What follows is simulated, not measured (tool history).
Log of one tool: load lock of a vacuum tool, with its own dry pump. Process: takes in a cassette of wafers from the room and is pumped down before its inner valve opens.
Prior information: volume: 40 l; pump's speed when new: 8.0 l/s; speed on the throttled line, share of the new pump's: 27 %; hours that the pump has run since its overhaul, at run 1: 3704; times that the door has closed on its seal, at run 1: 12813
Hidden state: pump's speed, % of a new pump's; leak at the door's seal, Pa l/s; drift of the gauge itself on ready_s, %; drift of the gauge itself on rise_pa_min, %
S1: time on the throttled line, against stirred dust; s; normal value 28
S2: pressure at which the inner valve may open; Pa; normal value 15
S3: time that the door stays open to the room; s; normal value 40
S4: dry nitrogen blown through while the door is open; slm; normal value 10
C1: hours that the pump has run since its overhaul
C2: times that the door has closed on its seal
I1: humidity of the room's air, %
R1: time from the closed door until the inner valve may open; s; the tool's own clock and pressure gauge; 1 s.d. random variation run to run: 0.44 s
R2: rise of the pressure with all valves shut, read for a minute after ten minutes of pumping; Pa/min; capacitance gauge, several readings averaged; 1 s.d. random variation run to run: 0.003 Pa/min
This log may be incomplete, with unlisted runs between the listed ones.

run 1 hour=0 | S1=28 S2=15 S3=40 S4=10 | C1=3704 C2=12813 | I1=44.3 | R1=66 R2=0.054
run 2 hour=138.4 | S1=28 S2=15 S3=40 S4=10 | C1=3842 C2=13460 | I1=45.8 | R1=65.9 R2=0.06
run 3 hour=320.5 | S1=28 S2=15 S3=40 S4=10 | C1=4024 C2=14311 | I1=46.8 | R1=65.8 R2=0.061
run 4 hour=462 | S1=28 S2=15 S3=40 S4=10 | C1=4166 C2=14973 | I1=43.1 | R1=66.4 R2=0.059
run 5 hour=628.7 | S1=28 S2=15 S3=40 S4=32 | C1=4332 C2=15752 | I1=46.8 | R1=66 R2=0.048
run 6 hour=730.9 | S1=28 S2=15 S3=40 S4=32 | C1=4435 C2=16230 | I1=44.4 | R1=66.4 R2=0.047
run 7 hour=927.4 | S1=28 S2=15 S3=40 S4=10 | C1=4631 C2=17149 | I1=46.1 | R1=66.6 R2=0.065
run 8 hour=1095.3 | S1=28 S2=15 S3=40 S4=10 | C1=4799 C2=17934 | I1=43.9 | R1=65.5 R2=0.064
run 9 hour=1199.3 | S1=29 S2=15 S3=40 S4=10 | C1=4903 C2=18420 | I1=44.2 | R1=67.1 R2=0.074
run 10 hour=1326.8 | S1=29 S2=15 S3=40 S4=10 | C1=5030 C2=19016 | I1=44.6 | R1=66.8 R2=0.069
run 11 hour=1494.8 | S1=29 S2=15 S3=40 S4=10 | C1=5199 C2=19801 | I1=46.9 | R1=67.2 R2=0.073
run 12 hour=1618.3 | S1=28 S2=15 S3=40 S4=10 | C1=5322 C2=20379 | I1=45.6 | R1=66.2 R2=0.073
run 13 hour=1698.1 | S1=32 S2=15 S3=40 S4=10 | C1=5402 C2=20752 | I1=42.6 | R1=69.9 R2=0.068
run 14 hour=1855.4 | S1=28 S2=15 S3=29 S4=10 | C1=5559 C2=21488 | I1=43.9 | R1=65.7 R2=0.075
run 15 hour=2008.7 | S1=28 S2=15 S3=40 S4=10 | C1=5712 C2=22204 | I1=40.9 | R1=66 R2=0.073
run 16 hour=2202.8 | S1=42 S2=14 S3=31 S4=37 | C1=5906 C2=23111 | I1=42.3 | R1=77.1 R2=0.062
run 17 hour=2396.7 | S1=42 S2=14 S3=31 S4=37 | C1=6100 C2=24018 | I1=45 | R1=76.2 R2=0.059
run 18 hour=2482 | S1=42 S2=20 S3=29 S4=40 | C1=6186 C2=24417 | I1=48 | R1=75.9 R2=0.064
run 19 hour=2655 | S1=21 S2=15 S3=40 S4=5 | C1=6359 C2=25226 | I1=43.5 | R1=61.6 R2=0.093
run 20 hour=2802.5 | S1=28 S2=26 S3=30 S4=10 | C1=6506 C2=25916 | I1=45.6 | R1=63.6 R2=0.082
run 21 hour=2998.3 | S1=28 S2=26 S3=30 S4=10 | C1=6702 C2=26831 | I1=46.1 | R1=63.6 R2=0.082
run 22 hour=3168.4 | S1=28 S2=26 S3=30 S4=10 | C1=6872 C2=27626 | I1=46.6 | R1=63.7 R2=0.084
run 23 hour=3364.9 | S1=32 S2=22 S3=89 S4=6 | C1=7069 C2=28545 | I1=47.5 | R1=67.4 R2=0.131
run 24 hour=3553.5 | S1=28 S2=11 S3=107 S4=10 | C1=7257 C2=29427 | I1=45.7 | R1=69 R2=0.117
run 25 hour=3696.8 | S1=43 S2=13 S3=40 S4=10 | C1=7400 C2=30096 | I1=47.2 | R1=78.1 R2=0.106
run 26 hour=3869.3 | S1=22 S2=15 S3=171 S4=10 | C1=7573 C2=30903 | I1=50.6 | R1=62.8 R2=0.141
run 27 hour=4016.3 | S1=15 S2=15 S3=51 S4=13 | C1=7720 C2=31591 | I1=44.5 | R1=57.4 R2=0.094
run 28 hour=4167.8 | S1=15 S2=15 S3=51 S4=13 | C1=7871 C2=32299 | I1=42.7 | R1=56.9 R2=0.107
run 29 hour=4284.1 | S1=24 S2=22 S3=128 S4=10 | C1=7988 C2=32843 | I1=48.8 | R1=61.8 R2=0.135
run 30 hour=4417.2 | S1=56 S2=26 S3=120 S4=19 | C1=8121 C2=33465 | I1=46.3 | R1=84.3 R2=0.113

A few steps of R1 between consecutive runs. Split each: what settings, incoming material and random variation would produce without the hidden state, and what is left over for the hidden state, along with gauge scatter present in only one of the two compared results (measured, and without hidden state):
Run 18 -> 19: S1 42 -> 21, S2 20 -> 15, S3 29 -> 40, S4 40 -> 5. R1 -14.3 s: hidden state +0.4, all else -14.7.
Run 23 -> 24: S1 32 -> 28, S2 22 -> 11, S3 89 -> 107, S4 6 -> 10. R1 +1.6 s: hidden state +0.3, all else +1.3.
Run 25 -> 26: S1 43 -> 22, S2 13 -> 15, S3 40 -> 171. R1 -15.3 s: hidden state +0.3, all else -15.6.
Run 29 -> 30: S1 24 -> 56, S2 22 -> 26, S3 128 -> 120, S4 10 -> 19. R1 +22.5 s: hidden state -0.6, all else +23.1.
